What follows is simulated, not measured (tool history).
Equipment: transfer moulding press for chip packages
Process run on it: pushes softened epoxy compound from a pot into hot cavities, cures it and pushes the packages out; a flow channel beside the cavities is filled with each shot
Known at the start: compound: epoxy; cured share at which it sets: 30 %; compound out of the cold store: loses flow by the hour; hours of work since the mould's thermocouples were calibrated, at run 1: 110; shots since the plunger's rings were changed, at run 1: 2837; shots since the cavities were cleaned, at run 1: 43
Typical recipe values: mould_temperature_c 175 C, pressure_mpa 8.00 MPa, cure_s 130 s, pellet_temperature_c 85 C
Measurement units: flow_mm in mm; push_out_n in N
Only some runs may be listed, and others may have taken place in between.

run,hour,mould_temperature_c,pressure_mpa,cure_s,pellet_temperature_c,hours of work since the mould's thermocouples were calibrated,shots since the plunger's rings were changed,shots since the cavities were cleaned,incoming compound's hours out of the cold store,flow_mm,push_out_n
1,0.0,175,8.00,130,85,110,2837,43,30.9,901,265
2,18.5,175,8.00,130,90,123,3009,215,13.1,945,262
3,36.1,175,8.00,134,90,135,3173,379,38.4,887,257
4,44.6,175,8.00,134,90,141,3252,458,40.1,876,260
5,62.5,175,8.00,134,90,153,3419,625,41.7,881,254
6,73.4,175,8.00,134,90,161,3519,725,8.0,960,261
7,85.7,175,8.00,134,90,169,3634,840,12.0,953,266
# hour 101.9: cavities cleaned with cleaning compound and waxed
8,104.9,175,8.00,151,84,181,3799,28,30.0,904,232
9,116.0,177,8.00,162,85,189,3902,131,27.1,901,228
10,127.1,177,8.00,162,85,197,4006,235,38.3,875,232
11,135.7,175,8.00,130,87,203,4085,314,33.4,900,267
12,145.2,175,8.00,130,87,209,4174,403,46.4,864,261

Across each entry between runs, compare the hidden state at the last listed run before it with the hidden state at the first listed run after it:
From run 7 to run 8: cavities cleaned with cleaning compound and waxed (hour 101.9)
  grip of the stained cavities, % over clean ones': 0.9 -> 0.1
